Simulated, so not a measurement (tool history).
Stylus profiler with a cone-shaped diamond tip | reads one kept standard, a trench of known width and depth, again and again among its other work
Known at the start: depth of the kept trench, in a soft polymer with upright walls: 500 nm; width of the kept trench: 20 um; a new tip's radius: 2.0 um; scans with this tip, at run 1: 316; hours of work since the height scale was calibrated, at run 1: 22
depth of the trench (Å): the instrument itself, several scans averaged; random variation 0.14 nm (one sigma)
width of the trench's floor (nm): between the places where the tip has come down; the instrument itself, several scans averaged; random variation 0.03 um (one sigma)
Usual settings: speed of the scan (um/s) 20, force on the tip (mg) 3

run,hour,speed of the scan (um/s),force on the tip (mg),scans with this tip,hours of work since the height scale was calibrated,depth of the trench (Å),width of the trench's floor (nm)
1,0,20,3,316,22,5066.4,17170
2,59.1,20,3,875,61,5063.7,17130
3,113.2,17,3,1386,97,5062.5,17140
4,190.2,47,3,2114,148,5059.1,16930
5,249.8,8,3,2676,187,5062,17020
6,298.7,10,3,3139,219,5059.4,16970
7,388.6,49,3,3988,278,5056.8,16770
8,448.1,20,3,4550,318,5057.7,16830
9,531.3,20,3,5336,372,5055.3,16860
10,575,20,3,5749,401,5055.3,16770
11,622.3,8,1.08,6196,432,5022.5,16730
12,669.2,39,1.62,6639,463,5031.5,16570
13,709.8,39,1.62,7023,490,5029.9,16500
14,758.9,10,5.67,7486,522,5090.5,16720
15,841.1,10,3.83,8262,577,5066.6,16660
16,883,8,6.78,8659,604,5099.6,16620
17,946.1,8,6.78,9254,646,5095.7,16590
18,992.1,72,1.56,9689,676,5023.9,16140
19,1072,72,1.56,10445,729,5024.6,16110

Forecast each of these 4 alternatives for the next run:
A,1146,23,1.57,11143,778,?,?
B,1146,20,1.75,11143,778,?,?
C,1146,72,1.04,11143,778,?,?
D,1146,28,1.56,11143,778,?,?

run,depth of the trench (Å),width of the trench's floor (nm)
A,5024.1,16330
B,5026,16370
C,5013.4,15960
D,5022.6,16290
Without the tool's hidden state the same runs would have given:
run,depth of the trench (Å),width of the trench's floor (nm)
A,5043.1,17230
B,5045,17270
C,5032.3,16850
D,5041.6,17190
